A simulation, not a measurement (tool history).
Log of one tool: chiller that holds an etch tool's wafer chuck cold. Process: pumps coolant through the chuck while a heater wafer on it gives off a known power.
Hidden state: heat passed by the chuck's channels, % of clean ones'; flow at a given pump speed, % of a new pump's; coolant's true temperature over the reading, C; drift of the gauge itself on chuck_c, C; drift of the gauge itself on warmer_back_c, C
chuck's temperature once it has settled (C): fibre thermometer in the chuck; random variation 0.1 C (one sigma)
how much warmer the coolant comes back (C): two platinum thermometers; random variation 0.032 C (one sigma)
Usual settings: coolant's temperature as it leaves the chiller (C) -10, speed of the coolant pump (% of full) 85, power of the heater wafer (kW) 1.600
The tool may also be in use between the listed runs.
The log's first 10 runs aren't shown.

run	day	coolant's temperature as it leaves the chiller (C)	speed of the coolant pump (% of full)	power of the heater wafer (kW)	hours since the coolant was changed and the channels were flushed	hours since the pump was overhauled	hours since the chiller's thermometer was calibrated	chuck's temperature once it has settled (C)	how much warmer the coolant comes back (C)
11	36.538	-10	70	1.600	7197	3583	4035	3.3	4.41
12	39.054	-10	89	1.600	7257	3644	4096	1.1	3.33
13	41.792	-10	89	1.600	7323	3710	4161	1.1	3.34
14	43.883	-10	85	1.600	7373	3760	4211	1.4	3.54
15	48.054	-10	85	1.600	7473	3860	4312	1.5	3.53
16	51.996	-10	85	1.600	7568	3954	4406	1.6	3.49
17	55.600	-10	85	1.600	7654	4041	4493	1.4	3.54
18	59.183	-17	87	0.934	7740	4127	4579	-10.5	1.98
19	62.029	-8	82	1.600	7808	4195	4647	3.6	3.68
20	65.683	-8	85	0.953	7896	4283	4735	-1.1	2.09
21	68.671	-13	68	1.518	7968	4355	4806	-0.2	4.32
22	72.212	-10	73	1.010	8053	4440	4891	-1.9	2.59
23	75.912	-10	73	1.010	8142	4528	4980	-1.7	2.66
24	78.704	-4	93	1.338	8209	4596	5047	5.2	2.63

Forecast run 25:
# day 81.512: coolant changed, channels flushed
25	81.742	-14	99	2.352	5	4662	5114	?	?

{"run 25": {"chuck's temperature once it has settled (C)": 1.2, "how much warmer the coolant comes back (C)": 4.39}}
Without the tool's hidden state the same run would have given chuck's temperature once it has settled (C) 1.2, how much warmer the coolant comes back (C) 4.38.
